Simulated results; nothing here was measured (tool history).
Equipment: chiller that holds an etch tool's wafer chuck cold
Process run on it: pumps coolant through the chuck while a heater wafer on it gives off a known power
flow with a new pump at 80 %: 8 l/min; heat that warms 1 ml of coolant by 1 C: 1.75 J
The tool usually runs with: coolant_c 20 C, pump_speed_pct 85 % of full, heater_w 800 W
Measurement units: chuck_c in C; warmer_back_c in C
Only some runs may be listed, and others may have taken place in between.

run    hour  coolant_c  pump_speed_pct  heater_w  chuck_c  warmer_back_c
  1     0.0         20              85       800     26.1           3.30
  2    47.2         20              85       800     26.4           3.30
  3   138.6         20              85       800     26.3           3.25
  4   217.8         20              85       800     26.3           3.27
  5   291.5         20              85       800     26.3           3.28
  6   348.0         20              85       800     26.3           3.29
  7   393.3         20              85       800     26.3           3.33
  8   485.7         25              85       800     31.3           3.27
  9   559.4         25              85       800     31.3           3.30
 10   667.2         13              68       977     22.6           5.16
 11   770.6         13              68       977     22.6           5.03
 12   877.4         27              76       856     34.8           3.96
 13   935.7         13              71       800     20.7           4.03
 14  1036.1         13              71       800     20.8           4.05
     1091.9  -- chiller's thermometer calibrated
 15  1091.9         13              71       794     20.6           3.96
 16  1155.9         18              77       532     22.8           2.40
 17  1236.8         18              77       532     22.8           2.44

Each row is a separate what-if for the run after 17, all from the same tool condition, not one after another. Results?
  A  1336.6         16              77       532        ?              ?
  B  1336.6         25              85       800        ?              ?
  C  1336.6         13              77       753        ?              ?
  D  1336.6         10              99       432        ?              ?
  E  1336.6         19              77       716        ?              ?

run  chuck_c  warmer_back_c
  A     20.7           2.42
  B     31.4           3.38
  C     19.8           3.45
  D     13.1           1.49
  E     25.2           3.32
Take away the tool's hidden state, keep each run's random variation, and the runs would have read:
run  chuck_c  warmer_back_c
  A     20.1           2.33
  B     30.6           3.26
  C     19.0           3.33
  D     12.7           1.44
  E     24.5           3.21

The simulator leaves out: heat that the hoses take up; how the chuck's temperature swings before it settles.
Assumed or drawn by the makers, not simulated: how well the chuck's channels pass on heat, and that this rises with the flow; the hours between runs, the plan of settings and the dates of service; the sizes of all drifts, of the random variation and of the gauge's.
